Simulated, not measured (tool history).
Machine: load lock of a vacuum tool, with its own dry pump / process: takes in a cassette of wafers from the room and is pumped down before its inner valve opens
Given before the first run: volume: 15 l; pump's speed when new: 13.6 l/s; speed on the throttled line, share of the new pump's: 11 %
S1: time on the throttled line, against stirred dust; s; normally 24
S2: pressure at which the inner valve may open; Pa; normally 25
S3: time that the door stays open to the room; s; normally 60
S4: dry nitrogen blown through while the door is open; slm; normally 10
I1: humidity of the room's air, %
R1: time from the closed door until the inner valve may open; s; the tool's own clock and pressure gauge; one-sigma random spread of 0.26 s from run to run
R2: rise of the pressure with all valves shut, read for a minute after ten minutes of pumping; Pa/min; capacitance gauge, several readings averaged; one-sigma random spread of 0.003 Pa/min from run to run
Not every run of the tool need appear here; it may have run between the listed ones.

{"run": 1, "hour": 0.0, "S1": 24, "S2": 25, "S3": 60, "S4": 10, "I1": 43.2, "R1": 30.3, "R2": 0.052}
{"run": 2, "hour": 164.0, "S1": 24, "S2": 25, "S3": 60, "S4": 41, "I1": 48.5, "R1": 30.6, "R2": 0.032}
{"run": 3, "hour": 373.0, "S1": 24, "S2": 25, "S3": 60, "S4": 13, "I1": 45.7, "R1": 30.8, "R2": 0.047}
{"run": 4, "hour": 625.7, "S1": 24, "S2": 25, "S3": 60, "S4": 13, "I1": 44.9, "R1": 30.7, "R2": 0.052}
{"run": 5, "hour": 732.5, "S1": 24, "S2": 25, "S3": 70, "S4": 10, "I1": 43.7, "R1": 30.3, "R2": 0.053}
{"run": 6, "hour": 917.3, "S1": 24, "S2": 25, "S3": 70, "S4": 10, "I1": 38, "R1": 31, "R2": 0.048}
{"run": 7, "hour": 1082.0, "S1": 24, "S2": 25, "S3": 70, "S4": 10, "I1": 45.3, "R1": 30.4, "R2": 0.055}
{"run": 8, "hour": 1266.3, "S1": 24, "S2": 25, "S3": 70, "S4": 10, "I1": 43.5, "R1": 30.5, "R2": 0.063}
{"run": 9, "hour": 1446.0, "S1": 24, "S2": 25, "S3": 70, "S4": 10, "I1": 46.6, "R1": 30.5, "R2": 0.061}
{"run": 10, "hour": 1658.1, "S1": 24, "S2": 25, "S3": 70, "S4": 10, "I1": 50.8, "R1": 30, "R2": 0.058}
{"run": 11, "hour": 1794.0, "S1": 24, "S2": 25, "S3": 70, "S4": 10, "I1": 46.9, "R1": 30.3, "R2": 0.058}
{"run": 12, "hour": 1953.2, "S1": 23, "S2": 25, "S3": 70, "S4": 10, "I1": 44.2, "R1": 29.7, "R2": 0.061}
{"hour": 2054.1, "done": "door's seal changed, seat wiped"}
{"run": 13, "hour": 2163.7, "S1": 42, "S2": 25, "S3": 104, "S4": 10, "I1": 46.8, "R1": 47, "R2": 0.066}
{"run": 14, "hour": 2341.5, "S1": 13, "S2": 20, "S3": 60, "S4": 16, "I1": 44.6, "R1": 21.1, "R2": 0.046}

Consider 3 possible next runs. They are alternatives, not a sequence: every one starts from the tool as it was left by run 14. What does each give?
{"run": "A", "hour": 2464.8, "S1": 13, "S2": 20, "S3": 94, "S4": 38, "I1": 45, "R1": "?", "R2": "?"}
{"run": "B", "hour": 2464.8, "S1": 21, "S2": 40, "S3": 60, "S4": 10, "I1": 45.8, "R1": "?", "R2": "?"}
{"run": "C", "hour": 2464.8, "S1": 13, "S2": 24, "S3": 105, "S4": 16, "I1": 44.2, "R1": "?", "R2": "?"}

run=A R1=20.6 R2=0.036
run=B R1=27.5 R2=0.053
run=C R1=20.8 R2=0.061
Had the tool no hidden state, the same runs would have come out as:
run=A R1=20.6 R2=0.036
run=B R1=27.5 R2=0.053
run=C R1=20.8 R2=0.061
